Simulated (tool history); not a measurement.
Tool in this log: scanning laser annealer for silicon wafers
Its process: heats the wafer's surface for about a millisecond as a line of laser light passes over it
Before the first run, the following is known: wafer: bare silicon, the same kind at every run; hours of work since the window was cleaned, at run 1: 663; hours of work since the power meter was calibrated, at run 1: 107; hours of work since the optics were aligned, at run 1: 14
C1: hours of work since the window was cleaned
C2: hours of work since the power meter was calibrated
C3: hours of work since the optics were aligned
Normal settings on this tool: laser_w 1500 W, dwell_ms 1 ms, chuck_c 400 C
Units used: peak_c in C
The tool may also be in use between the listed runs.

run 1 day=0 | laser_w=1500 dwell_ms=1 chuck_c=400 | C1=663 C2=107 C3=14 | peak_c=1111
run 2 day=0.642 | laser_w=1500 dwell_ms=1 chuck_c=400 | C1=671 C2=115 C3=22 | peak_c=1116
run 3 day=1.517 | laser_w=1500 dwell_ms=1 chuck_c=400 | C1=681 C2=125 C3=32 | peak_c=1115
run 4 day=2.375 | laser_w=1500 dwell_ms=1 chuck_c=400 | C1=692 C2=135 C3=42 | peak_c=1115
run 5 day=3.367 | laser_w=1500 dwell_ms=1 chuck_c=400 | C1=703 C2=147 C3=54 | peak_c=1110
run 6 day=4.125 | laser_w=1500 dwell_ms=1 chuck_c=400 | C1=712 C2=156 C3=63 | peak_c=1110
run 7 day=4.554 | laser_w=1500 dwell_ms=1 chuck_c=400 | C1=717 C2=161 C3=68 | peak_c=1111
run 8 day=5.392 | laser_w=1500 dwell_ms=1 chuck_c=400 | C1=727 C2=171 C3=78 | peak_c=1104
run 9 day=6.362 | laser_w=1500 dwell_ms=1 chuck_c=400 | C1=739 C2=183 C3=90 | peak_c=1105
run 10 day=6.858 | laser_w=1500 dwell_ms=1 chuck_c=400 | C1=745 C2=188 C3=96 | peak_c=1108
run 11 day=7.642 | laser_w=1500 dwell_ms=1 chuck_c=400 | C1=754 C2=198 C3=105 | peak_c=1107
run 12 day=8.592 | laser_w=1500 dwell_ms=1 chuck_c=400 | C1=765 C2=209 C3=116 | peak_c=1107
run 13 day=9.329 | laser_w=1500 dwell_ms=1 chuck_c=400 | C1=774 C2=218 C3=125 | peak_c=1109
run 14 day=9.812 | laser_w=1500 dwell_ms=1 chuck_c=400 | C1=780 C2=223 C3=131 | peak_c=1107
run 15 day=10.712 | laser_w=1500 dwell_ms=0.92 chuck_c=364 | C1=790 C2=234 C3=141 | peak_c=1033
run 16 day=11.183 | laser_w=1500 dwell_ms=0.92 chuck_c=364 | C1=796 C2=240 C3=147 | peak_c=1038
run 17 day=11.608 | laser_w=1315 dwell_ms=0.93 chuck_c=369 | C1=801 C2=245 C3=152 | peak_c=949
run 18 day=12.396 | laser_w=1315 dwell_ms=0.93 chuck_c=369 | C1=810 C2=254 C3=161 | peak_c=949
run 19 day=12.825 | laser_w=1401 dwell_ms=0.95 chuck_c=369 | C1=815 C2=259 C3=166 | peak_c=1004
-- day=13.467 window over the wafer cleaned
run 20 day=13.929 | laser_w=1545 dwell_ms=0.95 chuck_c=432 | C1=5 C2=271 C3=178 | peak_c=1179
run 21 day=14.379 | laser_w=1545 dwell_ms=0.95 chuck_c=432 | C1=11 C2=277 C3=184 | peak_c=1178
run 22 day=14.846 | laser_w=1341 dwell_ms=0.77 chuck_c=430 | C1=16 C2=282 C3=189 | peak_c=992
run 23 day=15.5 | laser_w=1282 dwell_ms=1 chuck_c=396 | C1=24 C2=290 C3=197 | peak_c=1010
run 24 day=16.458 | laser_w=1294 dwell_ms=1 chuck_c=396 | C1=35 C2=301 C3=208 | peak_c=1022
run 25 day=17.233 | laser_w=1408 dwell_ms=1 chuck_c=402 | C1=45 C2=310 C3=217 | peak_c=1089

Alternative continuations, all from the tool just after run 25; predict every row:
run A day=17.979 | laser_w=1500 dwell_ms=1 chuck_c=431 | C1=53 C2=319 C3=226 | peak_c=?
run B day=17.979 | laser_w=1438 dwell_ms=1.09 chuck_c=402 | C1=53 C2=319 C3=226 | peak_c=?
run C day=17.979 | laser_w=1500 dwell_ms=0.91 chuck_c=400 | C1=53 C2=319 C3=226 | peak_c=?
run D day=17.979 | laser_w=1596 dwell_ms=0.77 chuck_c=426 | C1=53 C2=319 C3=226 | peak_c=?
run E day=17.979 | laser_w=1411 dwell_ms=1 chuck_c=376 | C1=53 C2=319 C3=226 | peak_c=?

run=A peak_c=1170
run=B peak_c=1140
run=C peak_c=1101
run=D peak_c=1111
run=E peak_c=1066
With no hidden state in the tool, these same runs would have given:
run=A peak_c=1179
run=B peak_c=1148
run=C peak_c=1109
run=D peak_c=1119
run=E peak_c=1073
